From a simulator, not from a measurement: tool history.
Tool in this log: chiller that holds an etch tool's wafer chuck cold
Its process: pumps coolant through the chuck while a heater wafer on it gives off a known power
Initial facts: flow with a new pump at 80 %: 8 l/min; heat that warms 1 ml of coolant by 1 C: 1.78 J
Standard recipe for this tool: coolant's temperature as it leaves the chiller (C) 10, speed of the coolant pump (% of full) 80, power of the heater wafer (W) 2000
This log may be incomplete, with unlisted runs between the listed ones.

run	hour	coolant's temperature as it leaves the chiller (C)	speed of the coolant pump (% of full)	power of the heater wafer (W)	chuck's temperature once it has settled (K)	how much warmer the coolant comes back (C)
1	0.0	10	80	2000	313.15	8.66
2	151.3	10	80	2000	313.05	8.60
3	285.9	10	80	2000	313.35	8.64
4	430.1	10	80	2000	313.35	8.65
5	529.2	10	80	2000	313.65	8.66
6	600.8	10	80	2000	313.55	8.60
7	746.3	10	80	2000	313.85	8.64
8	847.5	10	77	2000	314.85	9.02
9	1009.8	10	77	2000	314.85	9.02
# hour 1127.2: chiller's thermometer calibrated
10	1129.1	10	77	2000	314.75	9.04
11	1307.3	10	77	2000	314.95	9.14
12	1390.8	10	96	2000	310.35	7.31
13	1470.7	10	80	2000	314.35	8.70
14	1550.5	10	80	2000	314.45	8.79
15	1644.5	10	80	2000	314.55	8.67
16	1807.7	10	80	2000	314.65	8.81
17	1907.6	10	80	1634	308.95	7.13
18	1986.3	6	80	2000	310.65	8.79
19	2076.9	20	88	2677	332.85	10.69
20	2205.0	4	71	2124	314.15	10.43
21	2279.2	20	80	1354	314.85	5.98
22	2447.2	14	98	1994	315.35	7.17
23	2533.8	14	98	1994	315.05	7.13
24	2689.5	14	98	1994	315.35	7.16
25	2832.6	14	71	2000	322.65	9.94
26	2937.5	14	71	2000	322.95	9.97
27	3050.5	14	71	2000	322.95	10.00
28	3179.0	18	87	2000	322.35	8.10
29	3324.6	18	87	2000	322.75	8.05
# hour 3370.2: coolant changed, channels flushed
30	3448.9	10	80	2000	308.75	8.86
31	3567.8	10	69	2801	322.85	14.36
32	3682.0	10	69	2801	323.05	14.39

Below, some changes in chuck's temperature once it has settled (K) between adjacent runs. For each, the amount present without the hidden state too (settings, incoming material, random variation) and the amount remaining for the hidden state with gauge scatter not shared by both compared results:
The hidden state here: heat passed by the chuck's channels, % of clean ones'; flow at a given pump speed, % of a new pump's; coolant's true temperature over the reading, C; drift of the gauge itself on chuck_c, C; drift of the gauge itself on warmer_back_c, C.
Run 18 -> 19: coolant's temperature as it leaves the chiller (C) 6 -> 20, speed of the coolant pump (% of full) 80 -> 88, power of the heater wafer (W) 2000 -> 2677. chuck's temperature once it has settled (K) +22.20: hidden state +2.00, all else +20.20.
Run 19 -> 20: coolant's temperature as it leaves the chiller (C) 20 -> 4, speed of the coolant pump (% of full) 88 -> 71, power of the heater wafer (W) 2677 -> 2124. chuck's temperature once it has settled (K) -18.70: hidden state -0.60, all else -18.10.
Run 20 -> 21: coolant's temperature as it leaves the chiller (C) 4 -> 20, speed of the coolant pump (% of full) 71 -> 80, power of the heater wafer (W) 2124 -> 1354. chuck's temperature once it has settled (K) +0.70: hidden state -3.50, all else +4.20.
Run 29 -> 30: coolant's temperature as it leaves the chiller (C) 18 -> 10, speed of the coolant pump (% of full) 87 -> 80, coolant changed, channels flushed. chuck's temperature once it has settled (K) -14.00: hidden state -7.30, all else -6.70.
Run 30 -> 31: speed of the coolant pump (% of full) 80 -> 69, power of the heater wafer (W) 2000 -> 2801. chuck's temperature once it has settled (K) +14.10: hidden state +0.60, all else +13.50.
